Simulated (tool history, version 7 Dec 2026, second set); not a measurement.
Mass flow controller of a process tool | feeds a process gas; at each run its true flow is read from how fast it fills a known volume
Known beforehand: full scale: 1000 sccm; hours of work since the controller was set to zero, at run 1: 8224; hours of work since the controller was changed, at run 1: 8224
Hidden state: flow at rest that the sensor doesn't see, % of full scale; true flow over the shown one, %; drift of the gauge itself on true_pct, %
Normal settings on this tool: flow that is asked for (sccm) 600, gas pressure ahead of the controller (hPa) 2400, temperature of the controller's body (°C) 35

| run | hour | flow that is asked for (sccm) | gas pressure ahead of the controller (hPa) | temperature of the controller's body (°C) | hours of work since the controller was set to zero | hours of work since the controller was changed | true flow (%) |
|---|---|---|---|---|---|---|---|
| 1 | 0.0 | 600 | 2400 | 35 | 8224 | 8224 | 98.33 |
| 2 | 271.4 | 478 | 2400 | 35 | 8397 | 8397 | 98.69 |
| 3 | 727.6 | 478 | 2400 | 35 | 8687 | 8687 | 98.57 |
| 4 | 1105.0 | 478 | 1860 | 35 | 8927 | 8927 | 99.00 |
|  | 1187.2 | controller's zero set anew |
| 5 | 1425.2 | 478 | 1860 | 35 | 152 | 9131 | 96.37 |
| 6 | 1892.7 | 478 | 1860 | 35 | 449 | 9429 | 96.29 |
| 7 | 2329.9 | 478 | 1860 | 35 | 728 | 9707 | 96.34 |
| 8 | 2702.1 | 600 | 2400 | 35 | 965 | 9944 | 96.39 |
| 9 | 3028.8 | 600 | 2400 | 35 | 1173 | 10152 | 96.34 |
| 10 | 3269.3 | 600 | 2400 | 35 | 1326 | 10305 | 96.33 |
| 11 | 3550.8 | 600 | 2400 | 35 | 1505 | 10484 | 96.36 |
| 12 | 3784.9 | 600 | 2400 | 35 | 1654 | 10633 | 96.24 |
| 13 | 4225.1 | 600 | 2400 | 35 | 1934 | 10914 | 96.57 |
| 14 | 4499.3 | 506 | 2400 | 35 | 2109 | 11088 | 96.37 |
| 15 | 4995.8 | 506 | 2400 | 35 | 2425 | 11404 | 96.38 |
|  | 5092.3 | controller exchanged for a calibrated one |
| 16 | 5337.6 | 600 | 2400 | 35 | 156 | 156 | 98.13 |
| 17 | 5646.1 | 600 | 2400 | 35 | 353 | 353 | 98.13 |
| 18 | 5885.1 | 600 | 2400 | 35 | 505 | 505 | 98.13 |
| 19 | 6299.7 | 600 | 2400 | 35 | 769 | 769 | 98.25 |
| 20 | 6538.0 | 600 | 2400 | 35 | 920 | 920 | 98.31 |
| 21 | 6803.1 | 600 | 2400 | 35 | 1089 | 1089 | 98.23 |
| 22 | 7052.0 | 600 | 2400 | 35 | 1248 | 1248 | 98.31 |
| 23 | 7475.2 | 600 | 1770 | 35 | 1517 | 1517 | 98.54 |
| 24 | 7817.2 | 600 | 2400 | 35 | 1735 | 1735 | 98.24 |
| 25 | 8248.2 | 600 | 2400 | 35 | 2009 | 2009 | 98.25 |
| 26 | 8485.7 | 600 | 2700 | 22 | 2161 | 2161 | 99.21 |
| 27 | 8786.5 | 401 | 2630 | 34 | 2352 | 2352 | 98.06 |
| 28 | 8996.6 | 587 | 1680 | 37 | 2486 | 2486 | 98.34 |
| 29 | 9204.6 | 587 | 2040 | 37 | 2618 | 2618 | 98.23 |
| 30 | 9550.8 | 124 | 2300 | 32 | 2839 | 2839 | 99.98 |
| 31 | 9892.8 | 185 | 2300 | 32 | 3057 | 3057 | 99.29 |
| 32 | 10181.5 | 277 | 1880 | 39 | 3240 | 3240 | 98.38 |
| 33 | 10550.0 | 277 | 1880 | 37 | 3475 | 3475 | 98.61 |
| 34 | 10834.5 | 275 | 2080 | 35 | 3656 | 3656 | 98.86 |
| 35 | 11200.2 | 800 | 2640 | 20 | 3889 | 3889 | 99.58 |
| 36 | 11660.2 | 342 | 2740 | 21 | 4182 | 4182 | 99.43 |
| 37 | 12135.2 | 159 | 1600 | 32 | 4484 | 4484 | 100.91 |
| 38 | 12575.6 | 159 | 1600 | 32 | 4765 | 4765 | 101.09 |
| 39 | 12922.0 | 159 | 1600 | 32 | 4985 | 4985 | 101.24 |
| 40 | 13153.5 | 586 | 2250 | 31 | 5133 | 5133 | 98.82 |
| 41 | 13537.3 | 481 | 2600 | 28 | 5377 | 5377 | 99.08 |
| 42 | 13892.1 | 777 | 2600 | 21 | 5603 | 5603 | 99.50 |
| 43 | 14148.5 | 172 | 2600 | 21 | 5766 | 5766 | 101.79 |
| 44 | 14419.4 | 172 | 2600 | 21 | 5939 | 5939 | 101.92 |
| 45 | 14760.1 | 172 | 2600 | 21 | 6156 | 6156 | 101.89 |
| 46 | 14998.1 | 172 | 2600 | 21 | 6307 | 6307 | 102.03 |
| 47 | 15429.4 | 199 | 2610 | 30 | 6582 | 6582 | 100.96 |
| 48 | 15896.8 | 199 | 2610 | 30 | 6880 | 6880 | 101.06 |

For some of the steps in true flow (%) from one run to the next: how much would appear even if the tool had no hidden state, given the settings, what came in and random variation, and how much remains for the hidden state plus any gauge scatter that the measured result and the result without hidden state don't share?
Run 4 -> 5: controller's zero set anew. true flow (%) -2.63: hidden state -2.52, all else -0.11.
Run 39 -> 40: flow that is asked for (sccm) 159 -> 586, gas pressure ahead of the controller (hPa) 1600 -> 2250, temperature of the controller's body (°C) 32 -> 31. true flow (%) -2.42: hidden state -3.09, all else +0.67.
Run 42 -> 43: flow that is asked for (sccm) 777 -> 172. true flow (%) +2.29: hidden state +3.49, all else -1.20.

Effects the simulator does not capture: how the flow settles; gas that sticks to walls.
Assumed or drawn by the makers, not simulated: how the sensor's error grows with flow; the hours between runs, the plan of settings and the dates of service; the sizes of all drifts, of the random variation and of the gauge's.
